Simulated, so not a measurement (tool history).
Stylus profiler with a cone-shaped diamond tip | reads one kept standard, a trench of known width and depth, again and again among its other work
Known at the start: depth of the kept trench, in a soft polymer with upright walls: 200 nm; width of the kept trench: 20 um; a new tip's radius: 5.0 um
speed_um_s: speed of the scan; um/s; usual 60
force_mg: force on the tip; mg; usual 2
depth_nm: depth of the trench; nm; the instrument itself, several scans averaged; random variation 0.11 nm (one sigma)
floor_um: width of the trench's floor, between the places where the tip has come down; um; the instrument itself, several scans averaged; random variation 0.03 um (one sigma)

run,day,speed_um_s,force_mg,depth_nm,floor_um
1,0,60,2,201.32,16.56
2,0.592,60,2,201.45,16.61
3,1.15,60,3.76,202.07,16.61
4,1.808,60,3.76,202.01,16.68
5,2.454,60,3.76,201.98,16.67
6,2.896,60,3.76,202.23,16.65
7,3.188,60,3.76,201.98,16.67
8,3.704,60,3.76,202.32,16.66
9,4.162,60,3.76,201.94,16.61
10,4.562,60,3.76,202.16,16.66
11,5.283,60,3.76,202.08,16.62
12,6,60,2,201.63,16.59
13,6.529,60,2,201.62,16.5
14,6.883,60,2,201.22,16.51
15,7.183,51,1.32,201.34,16.52
16,7.896,51,1.32,201.14,16.53
17,8.496,51,1.32,201.26,16.49
18,9.171,157,3.4,201.83,16.16
19,9.596,72,5.2,202.73,16.58
20,10.083,30,0.74,200.68,16.52
21,10.5,30,0.74,200.88,16.57
22,11.179,30,0.74,200.86,16.53
23,11.85,30,0.74,200.9,16.56
24,12.446,188,3.06,201.87,15.95
25,12.75,16,2.43,201.82,16.66
26,13.204,84,2.56,202.06,16.37
27,13.746,78,1.35,201.3,16.25

Forecast each of these 5 alternatives for the next run:
A,14.138,98,1.06,?,?
B,14.138,35,1.91,?,?
C,14.138,18,3.35,?,?
D,14.138,40,1.39,?,?
E,14.138,46,3.22,?,?

run,depth_nm,floor_um
A,201.26,16.01
B,201.41,16.59
C,202.2,16.65
D,201.28,16.52
E,202.1,16.59
Without the tool's hidden state the same runs would have given:
run,depth_nm,floor_um
A,200.92,16.46
B,201.07,17.03
C,201.86,17.09
D,200.95,16.96
E,201.76,17.04
